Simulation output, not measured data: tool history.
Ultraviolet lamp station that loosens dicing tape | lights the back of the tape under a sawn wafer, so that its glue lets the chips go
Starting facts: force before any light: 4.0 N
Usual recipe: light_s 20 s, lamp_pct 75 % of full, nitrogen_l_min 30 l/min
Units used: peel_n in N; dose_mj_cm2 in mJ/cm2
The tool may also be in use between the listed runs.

run	hour	light_s	lamp_pct	nitrogen_l_min	peel_n	dose_mj_cm2
1	0.0	20	75	30	0.466	264
2	20.7	20	75	30	0.455	261
3	34.5	20	75	30	0.460	261
4	56.5	20	75	30	0.451	264
5	77.0	20	75	30	0.454	259
6	98.7	20	97	30	0.292	337
7	120.4	20	97	46	0.241	338
8	131.4	20	75	39	0.413	263
9	155.2	20	75	39	0.411	260
10	180.7	12	81	27	1.003	169
11	194.7	12	81	27	0.952	170
12	212.0	12	81	27	0.924	168
13	225.5	12	81	27	0.998	172
14	247.7	22	75	30	0.379	287
# hour 260.8: window cleaned of glue's vapour
15	267.1	19	72	30	0.552	235

Below are 3 alternative next runs, each starting from the tool's condition after run 15. Predict each:
A	283.2	19	62	15	?	?
B	283.2	30	85	21	?	?
C	283.2	18	79	58	?	?

run	peel_n	dose_mj_cm2
A	0.908	204
B	0.207	442
C	0.384	247
With no hidden state in the tool, these same runs would have given:
run	peel_n	dose_mj_cm2
A	0.905	204
B	0.206	443
C	0.383	247
